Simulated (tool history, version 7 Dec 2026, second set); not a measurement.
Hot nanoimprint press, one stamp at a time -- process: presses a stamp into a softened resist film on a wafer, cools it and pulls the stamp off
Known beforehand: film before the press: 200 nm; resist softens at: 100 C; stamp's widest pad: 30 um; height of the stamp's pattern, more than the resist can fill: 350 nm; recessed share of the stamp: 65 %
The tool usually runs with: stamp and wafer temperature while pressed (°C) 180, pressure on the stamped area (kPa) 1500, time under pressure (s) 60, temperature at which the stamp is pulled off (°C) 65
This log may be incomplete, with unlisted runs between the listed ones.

| run | day | stamp and wafer temperature while pressed (°C) | pressure on the stamped area (kPa) | time under pressure (s) | temperature at which the stamp is pulled off (°C) | resist left under the stamp's widest pad (Å) | greatest force while the stamp is pulled off (N) |
|---|---|---|---|---|---|---|---|
| 1 | 0 | 180 | 1500 | 60 | 65 | 1075 | 197 |
| 2 | 2.158 | 180 | 1500 | 60 | 65 | 1063 | 203 |
| 3 | 3.962 | 181 | 1500 | 60 | 65 | 1033 | 201 |
| 4 | 6.354 | 181 | 1500 | 60 | 65 | 1028 | 219 |
| 5 | 7.933 | 181 | 1500 | 60 | 65 | 1026 | 222 |
|  | 9.371 | stamp cleaned and given a new release coat |
|  | 10.208 | plate thermocouple calibrated |
| 6 | 11.112 | 181 | 1500 | 60 | 65 | 1014 | 198 |
| 7 | 13.833 | 181 | 1500 | 60 | 65 | 1011 | 197 |
| 8 | 15.425 | 180 | 2310 | 60 | 65 | 883 | 200 |
| 9 | 17.117 | 180 | 2310 | 60 | 65 | 888 | 212 |
| 10 | 19.483 | 180 | 1190 | 60 | 65 | 1126 | 212 |
|  | 20.558 | press's hydraulic seals changed and the load cell set to zero |
|  | 22.217 | stamp cleaned and given a new release coat |
| 11 | 22.362 | 180 | 1190 | 60 | 65 | 1122 | 183 |
|  | 23.467 | plate thermocouple calibrated, once more |
| 12 | 25.05 | 180 | 1500 | 101 | 65 | 889 | 191 |
| 13 | 26.85 | 180 | 1500 | 60 | 65 | 1079 | 204 |
| 14 | 29.5 | 180 | 1500 | 60 | 65 | 1069 | 210 |
| 15 | 32.121 | 180 | 1500 | 39 | 65 | 1233 | 219 |
|  | 34.604 | stamp cleaned and given a new release coat |
| 16 | 34.604 | 189 | 1390 | 53 | 62 | 870 | 200 |
| 17 | 36.104 | 189 | 1390 | 53 | 62 | 863 | 206 |
| 18 | 37.788 | 173 | 1500 | 60 | 62 | 1304 | 203 |
| 19 | 39.275 | 179 | 1500 | 60 | 65 | 1098 | 204 |
| 20 | 42.083 | 176 | 2400 | 60 | 65 | 1012 | 206 |
| 21 | 43.442 | 180 | 1160 | 33 | 65 | 1388 | 212 |
| 22 | 46.096 | 177 | 1550 | 35 | 60 | 1352 | 237 |
|  | 46.942 | stamp cleaned and given a new release coat |
| 23 | 47.583 | 171 | 1550 | 35 | 66 | 1543 | 184 |
| 24 | 49.988 | 180 | 1500 | 60 | 55 | 1036 | 223 |
| 25 | 52.008 | 189 | 1170 | 81 | 72 | 773 | 171 |
| 26 | 54.292 | 180 | 1530 | 60 | 53 | 1039 | 250 |
| 27 | 56.588 | 180 | 1530 | 60 | 53 | 1041 | 254 |
|  | 57.308 | plate thermocouple calibrated |
| 28 | 58.808 | 180 | 1530 | 60 | 53 | 1078 | 265 |
|  | 59.304 | stamp cleaned and given a new release coat |
| 29 | 61.488 | 180 | 1530 | 60 | 53 | 1079 | 240 |

Here are 4 independent what-if runs from the current tool condition. What would each one return?
| A | 63.621 | 180 | 1500 | 63 | 65 | ? | ? |
| B | 63.621 | 181 | 1500 | 60 | 65 | ? | ? |
| C | 63.621 | 178 | 1830 | 60 | 51 | ? | ? |
| D | 63.621 | 180 | 1500 | 116 | 65 | ? | ? |

| run | resist left under the stamp's widest pad (Å) | greatest force while the stamp is pulled off (N) |
|---|---|---|
| A | 1062 | 195 |
| B | 1046 | 203 |
| C | 1064 | 252 |
| D | 849 | 206 |
The same runs, with their run-to-run variation unchanged, on a tool lacking any hidden condition would have given:
| run | resist left under the stamp's widest pad (Å) | greatest force while the stamp is pulled off (N) |
|---|---|---|
| A | 1065 | 184 |
| B | 1048 | 192 |
| C | 1065 | 237 |
| D | 851 | 194 |
